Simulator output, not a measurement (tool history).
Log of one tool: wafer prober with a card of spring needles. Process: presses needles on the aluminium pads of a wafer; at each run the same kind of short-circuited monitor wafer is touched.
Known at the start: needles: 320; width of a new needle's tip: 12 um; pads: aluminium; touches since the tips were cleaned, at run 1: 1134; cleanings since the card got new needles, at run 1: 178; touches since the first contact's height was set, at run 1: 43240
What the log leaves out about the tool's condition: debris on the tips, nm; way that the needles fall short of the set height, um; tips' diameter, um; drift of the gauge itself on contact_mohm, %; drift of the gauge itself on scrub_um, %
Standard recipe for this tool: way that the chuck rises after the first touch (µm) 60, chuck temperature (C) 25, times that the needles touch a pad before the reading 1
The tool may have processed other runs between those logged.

run	hour	way that the chuck rises after the first touch (µm)	chuck temperature (C)	times that the needles touch a pad before the reading	touches since the tips were cleaned	cleanings since the card got new needles	touches since the first contact's height was set	resistance of one needle with its contact and lead (mohm)	way that a needle slides on the pad (µm)
1	0.0	60	25	1	1134	178	43240	200	15.77
# hour 5.3: tips cleaned on abrasive film
# hour 12.4: tips cleaned on abrasive film
# hour 21.1: tips cleaned on abrasive film
# hour 29.9: tips cleaned on abrasive film
# hour 36.9: tips cleaned on abrasive film
# hour 37.2: height of the first contact set anew
2	42.2	60	25	1	2554	183	2554	223	16.10
# hour 45.8: tips cleaned on abrasive film
# hour 54.6: tips cleaned on abrasive film
# hour 63.4: tips cleaned on abrasive film
# hour 70.4: tips cleaned on abrasive film
# hour 79.2: tips cleaned on abrasive film
3	79.8	60	25	1	284	188	21652	181	15.93
# hour 86.8: tips cleaned on abrasive film
# hour 93.9: tips cleaned on abrasive film
# hour 102.7: tips cleaned on abrasive film
4	103.3	60	25	1	335	191	33635	181	15.86
# hour 110.3: tips cleaned on abrasive film
# hour 117.4: tips cleaned on abrasive film
# hour 126.0: tips cleaned on abrasive film
5	126.0	44	25	1	0	194	45203	189	11.47
# hour 134.8: tips cleaned on abrasive film
# hour 143.6: tips cleaned on abrasive film
# hour 152.4: tips cleaned on abrasive film
6	157.6	44	56	1	2677	197	61318	289	11.37
# hour 159.7: height of the first contact set anew
# hour 161.5: tips cleaned on abrasive film
# hour 168.5: tips cleaned on abrasive film
# hour 177.3: tips cleaned on abrasive film
7	178.7	60	25	3	743	200	9671	181	16.03
# hour 185.8: tips cleaned on abrasive film
# hour 192.8: tips cleaned on abrasive film
# hour 201.6: tips cleaned on abrasive film
# hour 210.4: tips cleaned on abrasive film
8	210.8	60	25	1	213	204	26001	184	15.86
# hour 217.9: tips cleaned on abrasive film
# hour 226.6: tips cleaned on abrasive film
# hour 235.4: tips cleaned on abrasive film
9	241.2	60	25	1	2979	207	41517	231	15.79
# hour 243.1: tips cleaned on abrasive film
# hour 250.1: tips cleaned on abrasive film
# hour 258.9: tips cleaned on abrasive film
# hour 267.7: tips cleaned on abrasive film
# hour 275.5: tips cleaned on abrasive film
10	275.5	60	25	1	0	212	58957	174	15.66
# hour 282.8: height of the first contact set anew
# hour 284.6: tips cleaned on abrasive film
# hour 291.7: tips cleaned on abrasive film
# hour 298.7: tips cleaned on abrasive film
# hour 307.5: tips cleaned on abrasive film
11	312.5	60	25	1	2543	216	15085	230	15.97
# hour 316.0: tips cleaned on abrasive film
# hour 323.1: tips cleaned on abrasive film
# hour 330.2: tips cleaned on abrasive film
12	336.2	60	25	1	3112	219	27156	236	15.84
# hour 338.0: tips cleaned on abrasive film
# hour 345.1: tips cleaned on abrasive film
# hour 352.1: tips cleaned on abrasive film
# hour 360.9: tips cleaned on abrasive film
13	364.4	60	25	1	1788	223	41486	219	15.78
# hour 369.7: tips cleaned on abrasive film
# hour 378.5: tips cleaned on abrasive film
# hour 385.6: tips cleaned on abrasive film
14	390.9	60	25	1	2765	226	55002	234	15.67
# hour 392.7: tips cleaned on abrasive film
# hour 399.8: tips cleaned on abrasive film
# hour 405.3: height of the first contact set anew
# hour 408.9: tips cleaned on abrasive film
15	413.9	60	25	3	2589	229	4380	190	16.07
# hour 417.5: tips cleaned on abrasive film
# hour 424.5: tips cleaned on abrasive film
# hour 433.3: tips cleaned on abrasive film
# hour 440.4: tips cleaned on abrasive film
16	443.2	60	25	3	1467	233	19286	187	15.94
# hour 448.5: tips cleaned on abrasive film
# hour 457.3: tips cleaned on abrasive film
17	463.5	60	25	2	3164	235	29617	216	15.93
# hour 465.3: tips cleaned on abrasive film
# hour 474.1: tips cleaned on abrasive film
# hour 482.9: tips cleaned on abrasive film
# hour 491.6: tips cleaned on abrasive film
# hour 503.6: card fitted with new needles
# hour 512.4: tips cleaned on abrasive film
18	517.0	50	56	2	2363	1	6817	191	13.38
# hour 520.5: tips cleaned on abrasive film
# hour 529.3: tips cleaned on abrasive film
19	534.1	60	26	1	2449	3	15533	191	16.02
# hour 537.6: tips cleaned on abrasive film
# hour 546.4: tips cleaned on abrasive film
# hour 553.4: tips cleaned on abrasive film
20	558.5	60	26	1	2629	6	27976	192	15.89
# hour 562.1: tips cleaned on abrasive film
# hour 570.8: tips cleaned on abrasive film
# hour 577.9: tips cleaned on abrasive film
# hour 586.6: tips cleaned on abrasive film
21	591.0	64	44	1	2238	10	44512	189	16.83
# hour 594.6: tips cleaned on abrasive film
# hour 603.4: tips cleaned on abrasive film
# hour 610.4: tips cleaned on abrasive film
# hour 619.2: tips cleaned on abrasive film
# hour 626.5: height of the first contact set anew
# hour 628.3: tips cleaned on abrasive film
22	630.3	47	32	1	1055	15	1952	191	12.57
# hour 635.7: tips cleaned on abrasive film
# hour 642.7: tips cleaned on abrasive film
# hour 649.8: tips cleaned on abrasive film
# hour 658.6: tips cleaned on abrasive film
# hour 667.3: tips cleaned on abrasive film
23	670.9	47	32	1	1850	20	22613	208	12.41
# hour 674.5: tips cleaned on abrasive film
# hour 683.3: tips cleaned on abrasive film
# hour 692.1: tips cleaned on abrasive film
24	694.5	47	26	2	1228	23	34592	185	12.33
# hour 699.8: tips cleaned on abrasive film
# hour 708.6: tips cleaned on abrasive film
# hour 717.4: tips cleaned on abrasive film
# hour 726.1: tips cleaned on abrasive film
25	727.0	49	26	2	453	27	51149	177	12.76
# hour 734.1: tips cleaned on abrasive film
# hour 741.1: tips cleaned on abrasive film
# hour 748.4: height of the first contact set anew
# hour 750.2: tips cleaned on abrasive film
# hour 757.9: tips cleaned on abrasive film
26	757.9	54	43	1	0	31	4805	175	14.47

Forecast each of these 3 alternatives for the next run:
# hour 766.7: tips cleaned on abrasive film
# hour 773.7: tips cleaned on abrasive film
# hour 781.2: tips cleaned on abrasive film
A	781.2	60	25	1	0	34	16672	?	?
# hour 766.7: tips cleaned on abrasive film
# hour 773.7: tips cleaned on abrasive film
# hour 781.2: tips cleaned on abrasive film
B	781.2	54	43	3	0	34	16672	?	?
# hour 766.7: tips cleaned on abrasive film
# hour 773.7: tips cleaned on abrasive film
# hour 781.2: tips cleaned on abrasive film
C	781.2	51	67	3	0	34	16672	?	?

run	resistance of one needle with its contact and lead (mohm)	way that a needle slides on the pad (µm)
A	165	15.93
B	168	14.31
C	174	13.53
Had the tool no hidden state, the same runs would have come out as:
run	resistance of one needle with its contact and lead (mohm)	way that a needle slides on the pad (µm)
A	161	16.07
B	165	14.45
C	172	13.68
